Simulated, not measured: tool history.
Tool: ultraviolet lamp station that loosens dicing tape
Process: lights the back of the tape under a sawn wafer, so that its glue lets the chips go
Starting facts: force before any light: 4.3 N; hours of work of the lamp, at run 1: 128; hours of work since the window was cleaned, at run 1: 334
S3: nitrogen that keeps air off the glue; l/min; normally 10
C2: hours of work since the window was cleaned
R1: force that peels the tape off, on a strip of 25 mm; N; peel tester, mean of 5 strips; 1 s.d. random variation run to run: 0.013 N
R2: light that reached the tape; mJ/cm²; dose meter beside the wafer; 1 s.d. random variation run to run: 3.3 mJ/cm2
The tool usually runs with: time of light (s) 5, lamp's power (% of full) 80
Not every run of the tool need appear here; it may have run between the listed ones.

Run 1, day 0.000: usual settings; hours of work of the lamp 128; C2 334. Result: R1 0.618 N, R2 530 mJ/cm².
Run 2, day 0.362: usual settings; hours of work of the lamp 132; C2 338. Result: R1 0.609 N, R2 535 mJ/cm².
Run 3, day 1.008: usual settings but S3 15 l/min; hours of work of the lamp 141; C2 347. Result: R1 0.481 N, R2 534 mJ/cm².
Run 4, day 1.579: usual settings but S3 15 l/min; hours of work of the lamp 148; C2 354. Result: R1 0.469 N, R2 535 mJ/cm².
Run 5, day 1.896: usual settings but S3 4 l/min; hours of work of the lamp 152; C2 358. Result: R1 1.094 N, R2 537 mJ/cm².
Run 6, day 2.308: usual settings but S3 7 l/min; hours of work of the lamp 158; C2 363. Result: R1 0.772 N, R2 536 mJ/cm².
Run 7, day 2.608: usual settings but S3 7 l/min; hours of work of the lamp 161; C2 367. Result: R1 0.760 N, R2 534 mJ/cm².
Run 8, day 3.088: usual settings but time of light (s) 9, lamp's power (% of full) 75, S3 3 l/min; hours of work of the lamp 168; C2 373. Result: R1 0.597 N, R2 906 mJ/cm².
Run 9, day 3.492: usual settings but time of light (s) 9, lamp's power (% of full) 75, S3 3 l/min; hours of work of the lamp 173; C2 379. Result: R1 0.586 N, R2 907 mJ/cm².
Run 10, day 3.875: usual settings but lamp's power (% of full) 92, S3 6 l/min; hours of work of the lamp 178; C2 384. Result: R1 0.696 N, R2 610 mJ/cm².
Run 11, day 4.462: usual settings but lamp's power (% of full) 92, S3 6 l/min; hours of work of the lamp 185; C2 391. Result: R1 0.691 N, R2 617 mJ/cm².
Run 12, day 4.767: usual settings but time of light (s) 2, lamp's power (% of full) 89, S3 11 l/min; hours of work of the lamp 189; C2 395. Result: R1 1.637 N, R2 236 mJ/cm².
Run 13, day 5.292: usual settings but time of light (s) 9, lamp's power (% of full) 90, S3 8 l/min; hours of work of the lamp 196; C2 402. Result: R1 0.257 N, R2 1088 mJ/cm².

Consider 3 possible next runs. They are alternatives, not a sequence: every one starts from the tool as it was left by run 13. What does each give?
Run A, day 5.671: usual settings but time of light (s) 9, lamp's power (% of full) 85; hours of work of the lamp 201; C2 407. Result: R1 ?, R2 ?.
Run B, day 5.671: usual settings but lamp's power (% of full) 86; hours of work of the lamp 201; C2 407. Result: R1 ?, R2 ?.
Run C, day 5.671: usual settings but lamp's power (% of full) 61, S3 7 l/min; hours of work of the lamp 201; C2 407. Result: R1 ?, R2 ?.

run     R1    R2
  A  0.226  1024
  B  0.530   570
  C  1.112   410
With the hidden condition removed and each run's random variation left untouched, the same runs would have given:
run     R1    R2
  A  0.225  1025
  B  0.529   571
  C  1.109   411
